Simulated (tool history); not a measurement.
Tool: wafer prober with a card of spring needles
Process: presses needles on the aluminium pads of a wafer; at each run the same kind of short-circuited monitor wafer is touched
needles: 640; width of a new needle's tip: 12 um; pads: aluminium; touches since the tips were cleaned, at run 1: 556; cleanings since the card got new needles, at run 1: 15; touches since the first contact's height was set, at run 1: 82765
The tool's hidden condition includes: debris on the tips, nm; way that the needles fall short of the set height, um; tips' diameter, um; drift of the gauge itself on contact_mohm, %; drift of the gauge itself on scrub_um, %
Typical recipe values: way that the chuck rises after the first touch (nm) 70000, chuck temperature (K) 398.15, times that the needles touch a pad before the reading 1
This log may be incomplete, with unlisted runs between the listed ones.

| run | hour | way that the chuck rises after the first touch (nm) | chuck temperature (K) | times that the needles touch a pad before the reading | touches since the tips were cleaned | cleanings since the card got new needles | touches since the first contact's height was set | resistance of one needle with its contact and lead (mohm) | way that a needle slides on the pad (nm) |
|---|---|---|---|---|---|---|---|---|---|
| 1 | 0.0 | 70000 | 398.15 | 1 | 556 | 15 | 82765 | 291 | 13340 |
| 2 | 5.8 | 70000 | 398.15 | 1 | 2297 | 15 | 84506 | 308 | 13290 |
| 3 | 14.1 | 70000 | 398.15 | 1 | 4811 | 15 | 87020 | 313 | 13290 |
|  | 15.0 | tips cleaned on abrasive film |
| 4 | 22.2 | 70000 | 398.15 | 1 | 2160 | 16 | 89437 | 306 | 13310 |
|  | 23.1 | height of the first contact set anew |
|  | 31.8 | tips cleaned on abrasive film |
| 5 | 31.8 | 70000 | 398.15 | 1 | 0 | 17 | 2592 | 284 | 13250 |
| 6 | 41.9 | 70000 | 398.15 | 1 | 3036 | 17 | 5628 | 312 | 13270 |
|  | 46.0 | height of the first contact set anew, once more |
|  | 49.2 | tips cleaned on abrasive film |
| 7 | 51.9 | 70000 | 398.15 | 1 | 820 | 18 | 1737 | 293 | 13490 |
| 8 | 58.6 | 79000 | 398.15 | 1 | 2869 | 18 | 3786 | 306 | 15230 |
| 9 | 64.7 | 79000 | 398.15 | 1 | 4690 | 18 | 5607 | 317 | 15230 |
|  | 66.2 | tips cleaned on abrasive film |
| 10 | 74.0 | 64000 | 398.15 | 3 | 2345 | 19 | 8403 | 293 | 12360 |
| 11 | 79.9 | 58000 | 312.15 | 2 | 4129 | 19 | 10187 | 287 | 11190 |
|  | 83.0 | tips cleaned on abrasive film |
| 12 | 87.2 | 53000 | 382.15 | 2 | 1287 | 20 | 12374 | 295 | 10190 |
| 13 | 92.5 | 53000 | 382.15 | 2 | 2893 | 20 | 13980 | 305 | 10190 |
|  | 99.5 | tips cleaned on abrasive film |
| 14 | 101.6 | 80000 | 326.15 | 2 | 608 | 21 | 16675 | 269 | 15400 |

Here are 5 independent what-if runs from the current tool condition. What would each one return?
| A | 111.0 | 80000 | 365.15 | 3 | 3458 | 21 | 19525 | ? | ? |
| B | 111.0 | 75000 | 371.15 | 1 | 3458 | 21 | 19525 | ? | ? |
| C | 111.0 | 72000 | 317.15 | 2 | 3458 | 21 | 19525 | ? | ? |
| D | 111.0 | 87000 | 326.15 | 2 | 3458 | 21 | 19525 | ? | ? |
| E | 111.0 | 54000 | 329.15 | 2 | 3458 | 21 | 19525 | ? | ? |

| run | resistance of one needle with its contact and lead (mohm) | way that a needle slides on the pad (nm) |
|---|---|---|
| A | 283 | 15380 |
| B | 300 | 14460 |
| C | 275 | 13860 |
| D | 281 | 16780 |
| E | 293 | 10380 |
The same runs, with their run-to-run variation unchanged, on a tool lacking any hidden condition would have given:
| run | resistance of one needle with its contact and lead (mohm) | way that a needle slides on the pad (nm) |
|---|---|---|
| A | 272 | 15420 |
| B | 270 | 14510 |
| C | 256 | 13900 |
| D | 263 | 16820 |
| E | 265 | 10420 |
